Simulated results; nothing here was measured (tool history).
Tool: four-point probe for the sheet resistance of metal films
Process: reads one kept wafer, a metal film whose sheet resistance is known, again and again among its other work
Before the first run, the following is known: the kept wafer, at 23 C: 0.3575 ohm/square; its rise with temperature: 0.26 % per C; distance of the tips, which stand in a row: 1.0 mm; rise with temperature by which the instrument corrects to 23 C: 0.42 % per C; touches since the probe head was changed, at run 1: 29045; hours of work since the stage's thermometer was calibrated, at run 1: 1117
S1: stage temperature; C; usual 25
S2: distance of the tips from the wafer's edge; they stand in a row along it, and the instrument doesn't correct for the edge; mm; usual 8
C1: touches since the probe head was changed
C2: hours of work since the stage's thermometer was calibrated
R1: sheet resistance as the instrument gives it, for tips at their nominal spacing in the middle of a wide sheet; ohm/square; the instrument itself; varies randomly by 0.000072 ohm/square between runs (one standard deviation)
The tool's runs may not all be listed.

Run 1, hour 0: usual settings; C1 29045; C2 1117. Result: R1 0.358731 ohm/square.
Run 2, hour 34.9: usual settings but S2 39 mm; C1 29514; C2 1133. Result: R1 0.355989 ohm/square.
Run 3, hour 69.9: usual settings; C1 29984; C2 1150. Result: R1 0.35894 ohm/square.
Run 4, hour 118.1: usual settings; C1 30631; C2 1172. Result: R1 0.358796 ohm/square.
Run 5, hour 170.3: usual settings but S2 12 mm; C1 31333; C2 1197. Result: R1 0.357337 ohm/square.
Run 6, hour 207.8: usual settings but S2 12 mm; C1 31836; C2 1215. Result: R1 0.357356 ohm/square.
Run 7, hour 260.6: usual settings but S1 19 C; C1 32544; C2 1239. Result: R1 0.362274 ohm/square.
Run 8, hour 307.6: usual settings; C1 33175; C2 1262. Result: R1 0.359008 ohm/square.
Run 9, hour 356.4: usual settings but S2 6 mm; C1 33830; C2 1284. Result: R1 0.361259 ohm/square.
Run 10, hour 385.9: usual settings but S2 6 mm; C1 34227; C2 1298. Result: R1 0.36115 ohm/square.
Run 11, hour 430.1: usual settings but S2 31 mm; C1 34821; C2 1319. Result: R1 0.356228 ohm/square.
Run 12, hour 460.7: usual settings; C1 35231; C2 1334. Result: R1 0.359037 ohm/square.
Run 13, hour 501.9: usual settings; C1 35785; C2 1353. Result: R1 0.359014 ohm/square.
Run 14, hour 550.4: usual settings; C1 36436; C2 1376. Result: R1 0.359088 ohm/square.
Run 15, hour 582.3: usual settings; C1 36865; C2 1391. Result: R1 0.359091 ohm/square.
At hour 604.8: stage's thermometer calibrated.
Run 16, hour 635.4: usual settings but S1 18 C; C1 37571; C2 14. Result: R1 0.363273 ohm/square.
Run 17, hour 665.5: usual settings; C1 37975; C2 29. Result: R1 0.35913 ohm/square.
Run 18, hour 707.2: usual settings; C1 38534; C2 48. Result: R1 0.359292 ohm/square.
Run 19, hour 742.9: usual settings; C1 39015; C2 65. Result: R1 0.359281 ohm/square.
At hour 780.8: stage's thermometer calibrated, once more.
Run 20, hour 791.9: usual settings; C1 39665; C2 5. Result: R1 0.358531 ohm/square.
Run 21, hour 847.3: usual settings but S2 6 mm; C1 40409; C2 31. Result: R1 0.360844 ohm/square.
Run 22, hour 901.7: usual settings; C1 41140; C2 57. Result: R1 0.358586 ohm/square.
Run 23, hour 956: usual settings but S1 18 C; C1 41869; C2 82. Result: R1 0.362625 ohm/square.
Run 24, hour 1010.6: usual settings but S1 33 C, S2 37 mm; C1 42602; C2 108. Result: R1 0.351513 ohm/square.
Run 25, hour 1052.2: usual settings but S1 32 C, S2 37 mm; C1 43160; C2 128. Result: R1 0.351861 ohm/square.
Run 26, hour 1096.9: usual settings but S1 26 C, S2 58 mm; C1 43761; C2 149. Result: R1 0.355081 ohm/square.
Run 27, hour 1139.9: usual settings but S1 22 C, S2 54 mm; C1 44337; C2 169. Result: R1 0.357456 ohm/square.
Run 28, hour 1169.9: usual settings but S1 23 C, S2 28 mm; C1 44741; C2 183. Result: R1 0.357125 ohm/square.
Run 29, hour 1209.8: usual settings but S2 58 mm; C1 45276; C2 202. Result: R1 0.355806 ohm/square.
Run 30, hour 1237.1: usual settings but S2 11 mm; C1 45643; C2 215. Result: R1 0.357277 ohm/square.
Run 31, hour 1269.2: usual settings but S2 7 mm; C1 46074; C2 230. Result: R1 0.3596 ohm/square.
Run 32, hour 1306.1: usual settings but S1 22 C, S2 3 mm; C1 46569; C2 247. Result: R1 0.377435 ohm/square.
Run 33, hour 1347: usual settings but S1 23 C, S2 3 mm; C1 47119; C2 266. Result: R1 0.377026 ohm/square.
Run 34, hour 1375.1: usual settings but S2 3 mm; C1 47495; C2 279. Result: R1 0.375837 ohm/square.
Run 35, hour 1420.7: usual settings but S2 7 mm; C1 48108; C2 301. Result: R1 0.35968 ohm/square.
Run 36, hour 1467.5: usual settings but S1 33 C, S2 10 mm; C1 48737; C2 323. Result: R1 0.353479 ohm/square.
Run 37, hour 1495.6: usual settings but S1 33 C, S2 10 mm; C1 49114; C2 336. Result: R1 0.35345 ohm/square.
Run 38, hour 1531.1: usual settings but S1 33 C, S2 10 mm; C1 49590; C2 353. Result: R1 0.353502 ohm/square.
Run 39, hour 1557.9: usual settings but S1 33 C, S2 10 mm; C1 49951; C2 365. Result: R1 0.353414 ohm/square.
Run 40, hour 1607.4: usual settings but S1 26 C, S2 41 mm; C1 50615; C2 389. Result: R1 0.355453 ohm/square.
Run 41, hour 1646.5: usual settings but S1 29 C, S2 62 mm; C1 51140; C2 407. Result: R1 0.353666 ohm/square.
Run 42, hour 1673.6: usual settings but S1 29 C, S2 62 mm; C1 51504; C2 420. Result: R1 0.353628 ohm/square.
Run 43, hour 1727.2: usual settings but S1 24 C, S2 11 mm; C1 52224; C2 445. Result: R1 0.357955 ohm/square.
Run 44, hour 1758.8: usual settings but S1 23 C, S2 53 mm; C1 52648; C2 460. Result: R1 0.357205 ohm/square.
Run 45, hour 1802.1: usual settings but S1 22 C, S2 43 mm; C1 53230; C2 480. Result: R1 0.357868 ohm/square.

What if the next run were any one of these 4? Each begins from the tool's condition after run 45:
Run A, hour 1835.9: usual settings but S1 27 C, S2 23 mm; C1 53683; C2 496. Result: R1 ?.
Run B, hour 1835.9: usual settings but S1 28 C, S2 5 mm; C1 53683; C2 496. Result: R1 ?.
Run C, hour 1835.9: usual settings but S1 32 C, S2 61 mm; C1 53683; C2 496. Result: R1 ?.
Run D, hour 1835.9: usual settings but S1 34 C, S2 43 mm; C1 53683; C2 496. Result: R1 ?.

run        R1
  A  0.355096
  B  0.361595
  C  0.352164
  D  0.351252
Without the tool's unlogged condition, the same runs would have read:
run        R1
  A   0.35557
  B  0.362076
  C  0.352635
  D  0.351724

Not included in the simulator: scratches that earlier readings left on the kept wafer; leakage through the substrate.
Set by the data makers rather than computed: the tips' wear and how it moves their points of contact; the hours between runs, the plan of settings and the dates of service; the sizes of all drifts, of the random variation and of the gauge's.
